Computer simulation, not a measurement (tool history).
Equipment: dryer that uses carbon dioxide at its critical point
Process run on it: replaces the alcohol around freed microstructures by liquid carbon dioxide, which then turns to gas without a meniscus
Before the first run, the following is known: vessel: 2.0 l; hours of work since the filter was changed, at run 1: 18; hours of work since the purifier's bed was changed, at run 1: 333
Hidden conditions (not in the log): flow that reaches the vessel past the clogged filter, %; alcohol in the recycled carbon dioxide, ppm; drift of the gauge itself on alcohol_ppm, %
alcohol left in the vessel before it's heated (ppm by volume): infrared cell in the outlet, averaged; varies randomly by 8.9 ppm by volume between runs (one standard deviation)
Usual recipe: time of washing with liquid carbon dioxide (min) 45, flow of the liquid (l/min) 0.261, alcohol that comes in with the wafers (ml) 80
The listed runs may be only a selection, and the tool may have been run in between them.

run	hour	time of washing with liquid carbon dioxide (min)	flow of the liquid (l/min)	alcohol that comes in with the wafers (ml)	hours of work since the filter was changed	hours of work since the purifier's bed was changed	alcohol left in the vessel before it's heated (ppm by volume)
1	0.0	45	0.261	80	18	333	602
2	27.6	45	0.261	80	37	352	616
3	40.6	45	0.261	80	46	361	617
4	57.1	45	0.261	80	57	373	619
5	79.2	45	0.261	80	72	388	648
6	98.2	45	0.261	80	85	401	642
7	114.8	45	0.261	80	97	412	681
8	142.7	45	0.261	80	116	431	684
9	158.4	45	0.273	80	127	442	612
10	179.5	66	0.261	80	141	456	190
11	196.1	66	0.261	80	152	468	201
# hour 204.9: inlet filter changed
12	216.1	37	0.261	80	8	481	1165
13	231.4	37	0.261	80	18	491	1182
14	259.2	37	0.261	80	37	510	1256
15	287.3	37	0.261	80	56	529	1260
16	306.9	28	0.261	80	70	543	2893
17	334.5	45	0.261	80	89	562	698
18	357.6	45	0.410	80	105	578	167
19	377.8	45	0.410	80	118	591	181
20	390.8	45	0.410	80	127	600	173
21	408.6	45	0.410	80	139	612	185

For run 22, what comes out?
22	421.8	45	0.261	80	148	621	?

alcohol left in the vessel before it's heated (ppm by volume): 764
If the tool had no hidden condition, the same run with the same run-to-run variation would have returned alcohol left in the vessel before it's heated (ppm by volume) 487.

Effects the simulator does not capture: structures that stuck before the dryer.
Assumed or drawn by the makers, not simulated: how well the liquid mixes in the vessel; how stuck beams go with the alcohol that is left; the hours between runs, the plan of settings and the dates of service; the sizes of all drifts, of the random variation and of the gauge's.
